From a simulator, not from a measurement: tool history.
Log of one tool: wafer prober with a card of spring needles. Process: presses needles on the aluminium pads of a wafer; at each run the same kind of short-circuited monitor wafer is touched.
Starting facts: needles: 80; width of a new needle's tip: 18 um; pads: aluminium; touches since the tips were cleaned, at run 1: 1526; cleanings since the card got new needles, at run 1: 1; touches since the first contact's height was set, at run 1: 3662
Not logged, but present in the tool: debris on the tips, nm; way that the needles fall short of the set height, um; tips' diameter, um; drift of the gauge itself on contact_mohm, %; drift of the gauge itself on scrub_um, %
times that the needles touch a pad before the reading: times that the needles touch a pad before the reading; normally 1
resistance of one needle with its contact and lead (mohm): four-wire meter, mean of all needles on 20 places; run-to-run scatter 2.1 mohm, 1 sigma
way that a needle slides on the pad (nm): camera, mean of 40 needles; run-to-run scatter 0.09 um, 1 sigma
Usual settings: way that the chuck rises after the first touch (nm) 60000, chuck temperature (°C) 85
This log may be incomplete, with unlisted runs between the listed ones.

run,day,way that the chuck rises after the first touch (nm),chuck temperature (°C),times that the needles touch a pad before the reading,touches since the tips were cleaned,cleanings since the card got new needles,touches since the first contact's height was set,resistance of one needle with its contact and lead (mohm),way that a needle slides on the pad (nm)
1,0.000,60000,85,1,1526,1,3662,275,11940
# day 0.075: tips cleaned on abrasive film
# day 0.225: tips cleaned on abrasive film
# day 0.388: tips cleaned on abrasive film
2,0.388,60000,85,1,0,4,9242,237,12050
# day 0.558: tips cleaned on abrasive film
3,0.679,60000,85,1,1772,5,13514,274,12140
# day 0.721: tips cleaned on abrasive film
# day 0.883: tips cleaned on abrasive film
# day 1.058: tips cleaned on abrasive film
4,1.079,75000,85,1,305,8,19260,237,15030
# day 1.225: tips cleaned on abrasive film
# day 1.404: tips cleaned on abrasive film
5,1.492,60000,85,1,1298,10,25289,272,11900
# day 1.567: tips cleaned on abrasive film
# day 1.738: tips cleaned on abrasive film
# day 1.888: tips cleaned on abrasive film
6,1.892,60000,85,1,26,13,31053,236,11920
# day 2.038: tips cleaned on abrasive film
7,2.125,60000,85,1,1308,14,34480,266,11950
# day 2.196: tips cleaned on abrasive film
# day 2.358: tips cleaned on abrasive film
8,2.429,60000,85,1,1036,16,38883,264,11770
# day 2.533: tips cleaned on abrasive film
# day 2.688: tips cleaned on abrasive film
# day 2.858: tips cleaned on abrasive film
9,2.912,60000,85,1,800,19,45899,252,11940
# day 2.962: height of the first contact set anew
# day 3.038: tips cleaned on abrasive film
# day 3.208: tips cleaned on abrasive film
10,3.242,60000,85,1,497,21,4018,252,11620
# day 3.388: tips cleaned on abrasive film
# day 3.550: tips cleaned on abrasive film
# day 3.704: tips cleaned on abrasive film
11,3.725,60000,85,1,319,24,11030,246,11540
# day 3.892: height of the first contact set anew, once more
# day 3.896: tips cleaned on abrasive film
12,4.025,60000,85,1,1881,25,1881,276,12030
# day 4.062: tips cleaned on abrasive film
# day 4.225: tips cleaned on abrasive film
# day 4.400: tips cleaned on abrasive film
13,4.404,60000,85,1,69,28,7364,236,11830
# day 4.558: tips cleaned on abrasive film
# day 4.733: tips cleaned on abrasive film
14,4.867,60000,85,2,1981,30,14126,262,12020
# day 4.908: tips cleaned on abrasive film
# day 5.062: tips cleaned on abrasive film
15,5.167,55000,85,1,1517,32,18438,274,10990
# day 5.233: tips cleaned on abrasive film
# day 5.412: tips cleaned on abrasive film
16,5.479,68000,70,1,1004,34,22997,254,13620
# day 5.575: tips cleaned on abrasive film
# day 5.733: tips cleaned on abrasive film
# day 5.900: tips cleaned on abrasive film
17,5.908,68000,70,3,89,37,29163,232,13520
# day 6.079: tips cleaned on abrasive film
# day 6.238: tips cleaned on abrasive film
18,6.317,75000,72,2,1184,39,35137,241,14920
# day 6.421: tips cleaned on abrasive film
# day 6.575: tips cleaned on abrasive film
# day 6.733: tips cleaned on abrasive film
19,6.812,60000,28,2,1228,42,42335,248,11850
# day 6.908: tips cleaned on abrasive film
# day 7.062: tips cleaned on abrasive film
20,7.204,60000,28,2,2101,44,48025,251,11850
# day 7.246: tips cleaned on abrasive film
# day 7.396: tips cleaned on abrasive film
21,7.521,61000,117,1,1873,46,52618,283,12050
# day 7.558: tips cleaned on abrasive film
# day 7.738: tips cleaned on abrasive film
# day 7.917: tips cleaned on abrasive film
22,8.000,64000,99,2,1281,49,59557,254,12640
# day 8.067: tips cleaned on abrasive film
# day 8.217: tips cleaned on abrasive film
# day 8.375: tips cleaned on abrasive film
23,8.517,69000,84,2,2113,52,67037,256,13740
# day 8.546: tips cleaned on abrasive film
# day 8.708: tips cleaned on abrasive film
# day 8.875: tips cleaned on abrasive film
24,8.946,60000,29,2,1103,55,73268,243,11780
# day 9.050: tips cleaned on abrasive film
25,9.183,60000,29,1,1998,56,76737,277,11700
# day 9.217: tips cleaned on abrasive film
# day 9.371: tips cleaned on abrasive film
# day 9.529: tips cleaned on abrasive film
26,9.554,60000,85,1,356,59,82015,252,11700
# day 9.700: tips cleaned on abrasive film
# day 9.867: tips cleaned on abrasive film
27,9.900,70000,38,3,451,61,87050,227,13680
# day 10.029: tips cleaned on abrasive film
28,10.146,53000,28,1,1726,62,90653,287,10320
# day 10.183: tips cleaned on abrasive film
# day 10.367: tips cleaned on abrasive film
29,10.479,53000,28,1,1674,64,95522,279,10230

Each run again, without the hidden state but with its own random variation kept:
run,resistance of one needle with its contact and lead (mohm),way that a needle slides on the pad (nm)
1,239,11950
2,234,12090
3,233,12190
4,231,15100
5,239,11990
6,233,12040
7,236,12080
8,234,11920
9,233,12120
10,237,11910
11,233,11860
12,233,12030
13,232,11860
14,238,12070
15,236,11050
16,230,13710
17,230,13640
18,228,15050
19,225,12000
20,221,12020
21,241,12240
22,236,12860
23,232,13980
24,224,12050
25,220,11980
26,239,12000
27,221,14000
28,222,10640
29,222,10570
